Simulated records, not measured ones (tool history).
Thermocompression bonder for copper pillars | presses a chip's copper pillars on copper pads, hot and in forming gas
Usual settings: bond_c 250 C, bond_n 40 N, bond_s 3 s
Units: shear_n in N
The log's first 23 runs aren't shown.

| run | hour | bond_c | bond_n | bond_s | shear_n |
|---|---|---|---|---|---|
|  | 303.0 | force cell calibrated, once more |
| 24 | 310.7 | 220 | 49 | 4 | 39.8 |
| 25 | 324.0 | 255 | 28 | 2 | 22.2 |
| 26 | 338.4 | 255 | 28 | 2 | 21.2 |
| 27 | 349.7 | 252 | 28 | 4 | 28.3 |
| 28 | 368.4 | 252 | 28 | 4 | 28.9 |
| 29 | 378.8 | 253 | 40 | 2 | 33.4 |
| 30 | 396.7 | 232 | 40 | 2 | 25.5 |
| 31 | 415.5 | 232 | 40 | 2 | 25.3 |
| 32 | 427.4 | 279 | 40 | 4 | 54.6 |
| 33 | 441.7 | 279 | 40 | 4 | 54.8 |
| 34 | 453.2 | 251 | 44 | 2 | 37.3 |
| 35 | 462.0 | 223 | 50 | 2 | 31.3 |
| 36 | 473.9 | 223 | 50 | 2 | 30.9 |
| 37 | 491.7 | 230 | 45 | 7 | 49.5 |
| 38 | 500.8 | 275 | 42 | 9 | 69.2 |
| 39 | 513.5 | 250 | 39 | 6 | 47.5 |

Forecast run 40:
| 40 | 524.7 | 274 | 25 | 2 | ? |

Run 40 gave shear_n 24.1 N.
Without the tool's hidden state the same run would have given shear_n 25.0 N.

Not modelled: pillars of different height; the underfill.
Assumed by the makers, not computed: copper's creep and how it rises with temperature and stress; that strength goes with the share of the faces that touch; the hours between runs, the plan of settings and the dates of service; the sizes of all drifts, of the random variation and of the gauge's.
